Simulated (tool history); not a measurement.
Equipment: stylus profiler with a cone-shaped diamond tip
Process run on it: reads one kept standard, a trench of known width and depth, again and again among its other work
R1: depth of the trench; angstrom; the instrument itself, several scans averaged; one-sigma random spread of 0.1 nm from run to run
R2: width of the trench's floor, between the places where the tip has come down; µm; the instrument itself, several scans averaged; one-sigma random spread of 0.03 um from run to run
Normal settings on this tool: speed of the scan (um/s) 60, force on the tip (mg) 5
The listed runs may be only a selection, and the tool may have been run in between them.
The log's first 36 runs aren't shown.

run 37 hour=649.9 | speed_of_the_scan_(um/s)=28 force_on_the_tip_(mg)=9.01 | R1=5142.6 R2=96.9
run 38 hour=671 | speed_of_the_scan_(um/s)=28 force_on_the_tip_(mg)=3.49 | R1=5076.2 R2=96.86
run 39 hour=691.9 | speed_of_the_scan_(um/s)=47 force_on_the_tip_(mg)=12.42 | R1=5177.7 R2=96.88
run 40 hour=710.9 | speed_of_the_scan_(um/s)=64 force_on_the_tip_(mg)=12.44 | R1=5177.8 R2=96.86
run 41 hour=731 | speed_of_the_scan_(um/s)=214 force_on_the_tip_(mg)=8.11 | R1=5133 R2=96.41
run 42 hour=744.7 | speed_of_the_scan_(um/s)=60 force_on_the_tip_(mg)=1.81 | R1=5048.3 R2=96.64
run 43 hour=767.3 | speed_of_the_scan_(um/s)=129 force_on_the_tip_(mg)=4.47 | R1=5089.1 R2=96.46
run 44 hour=778.5 | speed_of_the_scan_(um/s)=129 force_on_the_tip_(mg)=4.47 | R1=5089.5 R2=96.45
run 45 hour=791 | speed_of_the_scan_(um/s)=129 force_on_the_tip_(mg)=4.47 | R1=5088.6 R2=96.43
run 46 hour=814.6 | speed_of_the_scan_(um/s)=129 force_on_the_tip_(mg)=4.47 | R1=5090.6 R2=96.45

Predict each of these 3 candidate next runs independently; none follows another, all start after run 46:
run A hour=828 | speed_of_the_scan_(um/s)=21 force_on_the_tip_(mg)=11.21 | R1=? R2=?
run B hour=828 | speed_of_the_scan_(um/s)=129 force_on_the_tip_(mg)=7.89 | R1=? R2=?
run C hour=828 | speed_of_the_scan_(um/s)=94 force_on_the_tip_(mg)=6.59 | R1=? R2=?

run=A R1=5167.5 R2=96.95
run=B R1=5132.1 R2=96.66
run=C R1=5118.5 R2=96.67
With no hidden state in the tool, these same runs would have given:
run=A R1=5167.2 R2=96.96
run=B R1=5131.8 R2=96.66
run=C R1=5118.3 R2=96.68
